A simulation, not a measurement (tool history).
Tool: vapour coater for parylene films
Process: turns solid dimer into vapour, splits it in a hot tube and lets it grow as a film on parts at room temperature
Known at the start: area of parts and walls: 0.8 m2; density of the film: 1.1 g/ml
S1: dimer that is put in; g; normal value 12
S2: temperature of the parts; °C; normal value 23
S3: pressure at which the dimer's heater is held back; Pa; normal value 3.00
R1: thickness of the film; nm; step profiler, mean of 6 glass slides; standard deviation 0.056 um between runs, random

Run 1, hour 0.0: usual settings. Result: R1 6960 nm.
Run 2, hour 43.3: usual settings. Result: R1 6950 nm.
Run 3, hour 93.4: usual settings. Result: R1 6800 nm.
Run 4, hour 160.4: usual settings. Result: R1 6910 nm.
Run 5, hour 230.0: usual settings. Result: R1 6960 nm.
Run 6, hour 304.1: usual settings but S2 27 °C. Result: R1 6010 nm.
Run 7, hour 356.5: usual settings but S2 27 °C, S3 11.47 Pa. Result: R1 5450 nm.
Run 8, hour 425.3: usual settings but S2 27 °C, S3 11.47 Pa. Result: R1 5510 nm.
Run 9, hour 492.6: usual settings but S1 6 g. Result: R1 3480 nm.
At hour 514.2: trap's valve overhauled.
Run 10, hour 537.0: usual settings but S1 11 g. Result: R1 6410 nm.
Run 11, hour 595.1: usual settings but S1 11 g, S2 33 °C. Result: R1 4520 nm.
Run 12, hour 633.5: usual settings but S1 11 g, S2 33 °C. Result: R1 4500 nm.
Run 13, hour 677.0: usual settings but S2 26 °C. Result: R1 6140 nm.
Run 14, hour 745.1: usual settings but S2 26 °C. Result: R1 6180 nm.
Run 15, hour 809.5: usual settings but S2 26 °C. Result: R1 6080 nm.
Run 16, hour 858.9: usual settings but S3 11.83 Pa. Result: R1 6310 nm.
Run 17, hour 913.3: usual settings but S3 11.83 Pa. Result: R1 6350 nm.
Run 18, hour 945.6: usual settings but S2 25 °C. Result: R1 6410 nm.
Run 19, hour 998.1: usual settings but S2 25 °C. Result: R1 6350 nm.
At hour 1025.6: trap's valve overhauled.
Run 20, hour 1068.7: usual settings but S2 25 °C. Result: R1 6500 nm.
Run 21, hour 1127.0: usual settings. Result: R1 6950 nm.
Run 22, hour 1182.1: usual settings but S1 7 g. Result: R1 4020 nm.
Run 23, hour 1238.5: usual settings. Result: R1 6970 nm.
Run 24, hour 1276.5: usual settings but S1 8 g, S3 6.85 Pa. Result: R1 4410 nm.
Run 25, hour 1328.5: usual settings but S1 8 g, S3 6.85 Pa. Result: R1 4340 nm.
Run 26, hour 1408.4: usual settings but S1 8 g, S3 6.85 Pa. Result: R1 4360 nm.
Run 27, hour 1454.4: usual settings but S1 13 g, S2 15 °C, S3 10.60 Pa. Result: R1 9040 nm.
Run 28, hour 1503.9: usual settings but S1 10 g, S2 15 °C, S3 10.60 Pa. Result: R1 7100 nm.
At hour 1539.7: trap's valve overhauled.
Run 29, hour 1586.5: usual settings but S1 10 g, S2 15 °C, S3 10.60 Pa. Result: R1 7060 nm.
Run 30, hour 1641.4: usual settings but S2 17 °C, S3 10.60 Pa. Result: R1 7960 nm.
Run 31, hour 1718.8: usual settings but S2 17 °C, S3 10.60 Pa. Result: R1 7900 nm.
Run 32, hour 1784.9: usual settings but S1 18 g, S2 16 °C, S3 2.70 Pa. Result: R1 13280 nm.
Run 33, hour 1829.1: usual settings but S2 20 °C, S3 4.96 Pa. Result: R1 7540 nm.
Run 34, hour 1878.0: usual settings but S1 17 g, S3 2.67 Pa. Result: R1 10000 nm.
Run 35, hour 1954.7: usual settings but S2 15 °C, S3 7.54 Pa. Result: R1 8680 nm.
Run 36, hour 2008.9: usual settings but S1 17 g, S2 16 °C, S3 4.71 Pa. Result: R1 12140 nm.
At hour 2049.8: trap's valve overhauled.
Run 37, hour 2088.0: usual settings but S1 17 g, S2 16 °C, S3 4.71 Pa. Result: R1 12180 nm.
Run 38, hour 2145.9: usual settings but S1 17 g, S2 16 °C, S3 4.71 Pa. Result: R1 12310 nm.
At hour 2192.6: table's thermometer calibrated.
Run 39, hour 2198.0: usual settings but S1 7 g, S2 22 °C, S3 4.35 Pa. Result: R1 4060 nm.
Run 40, hour 2271.4: usual settings but S1 7 g, S2 22 °C, S3 4.35 Pa. Result: R1 4050 nm.
Run 41, hour 2333.2: usual settings but S1 16 g, S2 26 °C, S3 5.75 Pa. Result: R1 7820 nm.
Run 42, hour 2381.9: usual settings but S1 16 g, S2 26 °C, S3 5.75 Pa. Result: R1 7870 nm.
Run 43, hour 2441.6: usual settings but S2 16 °C. Result: R1 8920 nm.
Run 44, hour 2519.5: usual settings but S2 16 °C. Result: R1 8920 nm.
At hour 2562.1: trap's valve overhauled.
Run 45, hour 2592.5: usual settings but S2 16 °C. Result: R1 8880 nm.
Run 46, hour 2666.3: usual settings but S1 15 g, S2 25 °C. Result: R1 8090 nm.

Branching from run 46: 5 alternative next runs. What would each branch give?
Run A, hour 2708.1: usual settings but S1 18 g, S2 17 °C. Result: R1 ?.
Run B, hour 2708.1: usual settings but S3 5.99 Pa. Result: R1 ?.
Run C, hour 2708.1: usual settings but S3 2.44 Pa. Result: R1 ?.
Run D, hour 2708.1: usual settings but S1 8 g. Result: R1 ?.
Run E, hour 2708.1: usual settings but S1 5 g, S2 25 °C, S3 5.82 Pa. Result: R1 ?.

run     R1
  A  13000
  B   6550
  C   6980
  D   4530
  E   2610
Stripped of hidden state, with their random variation kept, the same runs would have yielded:
run     R1
  A  13010
  B   6560
  C   6990
  D   4530
  E   2610
